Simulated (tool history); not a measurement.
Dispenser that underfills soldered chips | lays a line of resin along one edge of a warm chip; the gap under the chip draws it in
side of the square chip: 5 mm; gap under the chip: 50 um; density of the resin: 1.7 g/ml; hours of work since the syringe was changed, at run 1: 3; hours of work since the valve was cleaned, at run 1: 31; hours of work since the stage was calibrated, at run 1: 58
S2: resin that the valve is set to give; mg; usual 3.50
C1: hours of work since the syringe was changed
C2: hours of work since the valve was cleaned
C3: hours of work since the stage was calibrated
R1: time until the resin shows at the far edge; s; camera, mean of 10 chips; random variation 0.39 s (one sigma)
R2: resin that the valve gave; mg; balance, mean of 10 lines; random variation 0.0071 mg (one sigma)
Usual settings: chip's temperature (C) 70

run 1 day=0.000 | chip's_temperature_(C)=70 S2=3.50 | C1=3 C2=31 C3=58 | R1=32.4 R2=3.452
-- day=0.175 new syringe of resin
run 2 day=0.404 | chip's_temperature_(C)=60 S2=3.50 | C1=4 C2=38 C3=65 | R1=57.6 R2=3.441
-- day=0.538 new syringe of resin
-- day=0.783 dispensing valve cleaned and set on the balance
run 3 day=0.829 | chip's_temperature_(C)=70 S2=3.50 | C1=4 C2=1 C3=71 | R1=34.0 R2=3.495
-- day=0.942 new syringe of resin
run 4 day=1.167 | chip's_temperature_(C)=61 S2=3.50 | C1=4 C2=6 C3=76 | R1=54.4 R2=3.493
-- day=1.304 new syringe of resin
run 5 day=1.496 | chip's_temperature_(C)=61 S2=3.50 | C1=3 C2=11 C3=81 | R1=50.0 R2=3.486
-- day=1.671 new syringe of resin
run 6 day=1.850 | chip's_temperature_(C)=61 S2=3.82 | C1=3 C2=17 C3=87 | R1=50.2 R2=3.798
-- day=2.058 new syringe of resin
run 7 day=2.133 | chip's_temperature_(C)=61 S2=3.82 | C1=1 C2=21 C3=91 | R1=44.8 R2=3.788
-- day=2.421 new syringe of resin
run 8 day=2.454 | chip's_temperature_(C)=61 S2=3.82 | C1=1 C2=26 C3=96 | R1=40.8 R2=3.793
run 9 day=2.738 | chip's_temperature_(C)=61 S2=3.82 | C1=5 C2=31 C3=101 | R1=61.9 R2=3.768
-- day=2.783 new syringe of resin
run 10 day=3.125 | chip's_temperature_(C)=70 S2=3.50 | C1=6 C2=37 C3=107 | R1=40.7 R2=3.448
-- day=3.171 new syringe of resin
run 11 day=3.433 | chip's_temperature_(C)=70 S2=3.50 | C1=4 C2=42 C3=112 | R1=36.5 R2=3.442
-- day=3.542 dispensing valve cleaned and set on the balance
-- day=3.583 new syringe of resin
run 12 day=3.888 | chip's_temperature_(C)=70 S2=3.50 | C1=5 C2=5 C3=118 | R1=38.7 R2=3.475
-- day=3.950 new syringe of resin
run 13 day=4.292 | chip's_temperature_(C)=70 S2=3.55 | C1=6 C2=12 C3=125 | R1=41.8 R2=3.524
-- day=4.338 new syringe of resin
run 14 day=4.479 | chip's_temperature_(C)=70 S2=3.06 | C1=2 C2=15 C3=128 | R1=32.1 R2=3.034
-- day=4.700 new syringe of resin
run 15 day=4.812 | chip's_temperature_(C)=70 S2=3.06 | C1=2 C2=20 C3=133 | R1=31.3 R2=3.032
-- day=5.075 new syringe of resin
run 16 day=5.146 | chip's_temperature_(C)=70 S2=3.06 | C1=1 C2=25 C3=138 | R1=28.7 R2=3.021
run 17 day=5.408 | chip's_temperature_(C)=70 S2=3.40 | C1=5 C2=29 C3=142 | R1=40.1 R2=3.364
-- day=5.454 new syringe of resin
run 18 day=5.750 | chip's_temperature_(C)=70 S2=4.38 | C1=5 C2=35 C3=148 | R1=37.0 R2=4.317
-- day=5.821 new syringe of resin
run 19 day=6.142 | chip's_temperature_(C)=70 S2=4.38 | C1=5 C2=41 C3=154 | R1=40.4 R2=4.310
-- day=6.212 new syringe of resin
-- day=6.308 dispensing valve cleaned and set on the balance
run 20 day=6.450 | chip's_temperature_(C)=70 S2=3.37 | C1=3 C2=2 C3=158 | R1=34.1 R2=3.369
-- day=6.617 new syringe of resin
run 21 day=6.817 | chip's_temperature_(C)=70 S2=3.37 | C1=3 C2=8 C3=164 | R1=35.5 R2=3.360

Forecast run 22:
-- day=6.979 new syringe of resin
run 22 day=7.042 | chip's_temperature_(C)=70 S2=4.45 | C1=1 C2=12 C3=167 | R1=? R2=?

{"run 22": {"R1": 28.2, "R2": 4.424}}
Without the tool's hidden state the same run would have given R1 24.9 s, R2 4.443 mg.
